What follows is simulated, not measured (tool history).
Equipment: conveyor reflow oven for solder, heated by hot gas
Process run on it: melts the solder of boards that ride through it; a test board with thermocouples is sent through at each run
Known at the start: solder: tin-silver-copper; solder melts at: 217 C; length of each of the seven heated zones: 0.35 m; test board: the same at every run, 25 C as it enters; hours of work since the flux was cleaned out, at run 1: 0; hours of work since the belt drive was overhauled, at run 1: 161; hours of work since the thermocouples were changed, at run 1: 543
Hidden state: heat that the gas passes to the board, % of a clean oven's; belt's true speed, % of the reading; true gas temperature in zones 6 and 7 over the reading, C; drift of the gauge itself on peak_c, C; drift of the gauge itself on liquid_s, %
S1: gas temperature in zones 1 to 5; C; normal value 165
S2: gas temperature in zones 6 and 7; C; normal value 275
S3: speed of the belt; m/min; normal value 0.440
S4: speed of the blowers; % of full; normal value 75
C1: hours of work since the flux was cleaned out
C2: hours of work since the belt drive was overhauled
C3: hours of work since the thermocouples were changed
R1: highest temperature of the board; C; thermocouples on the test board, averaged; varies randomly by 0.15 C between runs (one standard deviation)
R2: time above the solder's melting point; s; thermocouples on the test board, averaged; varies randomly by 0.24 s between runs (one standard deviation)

run     day   S1   S2     S3  S4   C1   C2    C3     R1     R2
  1   0.000  165  275  0.440  75    0  161   543  259.6   75.1
  2   0.971  165  275  0.440  75   16  177   559  259.3   74.6
  3   2.338  165  275  0.440  75   38  199   581  258.7   75.0
  4   3.921  165  275  0.440  78   64  225   607  259.3   75.0
  5   5.604  165  275  0.440  78   92  253   635  258.9   75.1
  6   6.996  173  275  0.440  75  114  275   658  259.4   78.3
  7   8.621  165  275  0.440  75  141  302   684  257.7   74.1
  8  10.096  165  275  0.440  75  165  326   708  257.7   73.7
     10.879  -- flux residue cleaned out of gas plates and filters
  9  11.146  165  275  0.440  75    4  340   722  257.4   73.0
 10  12.642  165  275  0.440  75   29  364   747  257.2   73.1
 11  14.354  165  275  0.455  75   57  392   774  255.6   68.7
 12  16.096  165  275  0.455  75   85  421   803  255.1   68.6
 13  17.142  165  275  0.455  75  102  438   820  255.2   68.6
     17.896  -- flux residue cleaned out of gas plates and filters, once more
 14  18.396  162  275  0.440  75    8  455   837  258.8   73.7
 15  19.450  165  275  0.440  77   25  472   854  259.7   75.9
 16  21.104  166  283  0.355  75   52  499   881  272.5  105.7
 17  22.183  161  265  0.462  63   70  517   899  244.3   55.1
 18  23.108  155  267  0.494  62   85  532   914  241.4   45.7
 19  24.204  166  275  0.462  75  103  550   932  257.0   69.9
 20  26.100  161  264  0.364  88  134  581   963  254.8   88.9
 21  27.796  161  264  0.464  88  162  608   991  248.3   61.6
     28.825  -- flux residue cleaned out of gas plates and filters
 22  29.575  168  275  0.440  74   12  634  1016  259.2   77.0
 23  31.079  165  275  0.440  65   37  659  1041  256.1   73.0
 24  32.567  165  275  0.440  65   61  683  1065  256.1   72.9
 25  33.975  172  278  0.386  75   84  706  1088  265.9   95.6
 26  35.229  172  278  0.386  75  105  727  1109  265.5   95.6
 27  36.317  172  278  0.386  75  122  744  1127  265.6   95.6
 28  37.433  172  267  0.386  75  141  763  1145  255.0   87.7
 29  39.171  172  267  0.386  75  169  791  1173  254.8   88.2
     39.717  -- flux residue cleaned out of gas plates and filters
 30  41.050  155  269  0.371  87   22  818  1201  258.6   89.4

What if the next run were any one of these 4? Each begins from the tool's condition after run 30:
  A  42.358  155  274  0.440  75  43  840  1222   ?   ?
  B  42.358  165  288  0.427  78  43  840  1222   ?   ?
  C  42.358  155  266  0.371  87  43  840  1222   ?   ?
  D  42.358  155  275  0.371  87  43  840  1222   ?   ?

run     R1    R2
  A  256.2  70.1
  B  272.1  87.5
  C  255.8  86.5
  D  264.2  93.4
Without the tool's unlogged condition, the same runs would have read:
run     R1    R2
  A  258.0  69.8
  B  274.0  86.4
  C  257.8  86.0
  D  266.2  92.5
